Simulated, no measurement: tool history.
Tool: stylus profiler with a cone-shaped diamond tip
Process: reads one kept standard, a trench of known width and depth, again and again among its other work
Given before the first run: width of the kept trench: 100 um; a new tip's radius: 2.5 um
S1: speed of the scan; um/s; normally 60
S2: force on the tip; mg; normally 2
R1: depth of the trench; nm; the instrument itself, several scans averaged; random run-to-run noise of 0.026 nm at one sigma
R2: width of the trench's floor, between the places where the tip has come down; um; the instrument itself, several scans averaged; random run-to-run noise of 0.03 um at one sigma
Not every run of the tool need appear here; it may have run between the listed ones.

run 1 hour=0 | S1=60 S2=2 | R1=101.48 R2=98.39
run 2 hour=16.8 | S1=60 S2=2 | R1=101.49 R2=98.4
run 3 hour=41.1 | S1=60 S2=2 | R1=101.48 R2=98.36
run 4 hour=69.8 | S1=60 S2=2 | R1=101.52 R2=98.39
run 5 hour=99.4 | S1=60 S2=2 | R1=101.52 R2=98.39
run 6 hour=116.3 | S1=60 S2=2 | R1=101.49 R2=98.37
run 7 hour=149.4 | S1=29 S2=2 | R1=101.47 R2=98.51
run 8 hour=165 | S1=29 S2=2 | R1=101.45 R2=98.51
run 9 hour=198.4 | S1=29 S2=2 | R1=101.53 R2=98.54
run 10 hour=217.4 | S1=60 S2=4.1 | R1=102.41 R2=98.45
run 11 hour=233.2 | S1=24 S2=4.1 | R1=102.42 R2=98.57
run 12 hour=247.5 | S1=60 S2=1.56 | R1=101.3 R2=98.4
run 13 hour=269.7 | S1=60 S2=1.56 | R1=101.27 R2=98.39
run 14 hour=300.3 | S1=21 S2=1.56 | R1=101.21 R2=98.52
run 15 hour=330.6 | S1=134 S2=2 | R1=101.51 R2=98.14
run 16 hour=354.2 | S1=134 S2=2 | R1=101.5 R2=98.14
run 17 hour=379.7 | S1=189 S2=0.77 | R1=100.79 R2=97.57
run 18 hour=410.8 | S1=189 S2=1.07 | R1=101.04 R2=97.72
run 19 hour=424.8 | S1=18 S2=2 | R1=101.48 R2=98.57
run 20 hour=439.2 | S1=67 S2=2.42 | R1=101.64 R2=98.4
run 21 hour=460.6 | S1=67 S2=2.42 | R1=101.69 R2=98.39
run 22 hour=486.7 | S1=40 S2=2 | R1=101.5 R2=98.48
run 23 hour=517.4 | S1=142 S2=1.75 | R1=101.36 R2=98.1
run 24 hour=536 | S1=142 S2=1.75 | R1=101.36 R2=98.11
run 25 hour=565.2 | S1=142 S2=1.75 | R1=101.37 R2=98.14
run 26 hour=595.7 | S1=159 S2=0.74 | R1=100.73 R2=97.73
run 27 hour=612.5 | S1=53 S2=0.85 | R1=100.86 R2=98.33
run 28 hour=627.6 | S1=172 S2=2.64 | R1=101.87 R2=98.13
run 29 hour=656.2 | S1=172 S2=2.64 | R1=101.8 R2=98.05
run 30 hour=681.1 | S1=71 S2=3.34 | R1=102.1 R2=98.42
run 31 hour=705.8 | S1=71 S2=3.34 | R1=102.11 R2=98.4
run 32 hour=721.1 | S1=20 S2=4.73 | R1=102.63 R2=98.55

Consider 3 possible next runs. They are alternatives, not a sequence: every one starts from the tool as it was left by run 32. What does each give?
run A hour=748 | S1=228 S2=1.11 | R1=? R2=?
run B hour=748 | S1=128 S2=2.86 | R1=? R2=?
run C hour=748 | S1=187 S2=1.36 | R1=? R2=?

run=A R1=100.98 R2=97.58
run=B R1=101.9 R2=98.26
run=C R1=101.12 R2=97.81
What these runs would have given with no unlogged condition in the tool:
run=A R1=100.98 R2=97.58
run=B R1=101.9 R2=98.26
run=C R1=101.11 R2=97.82
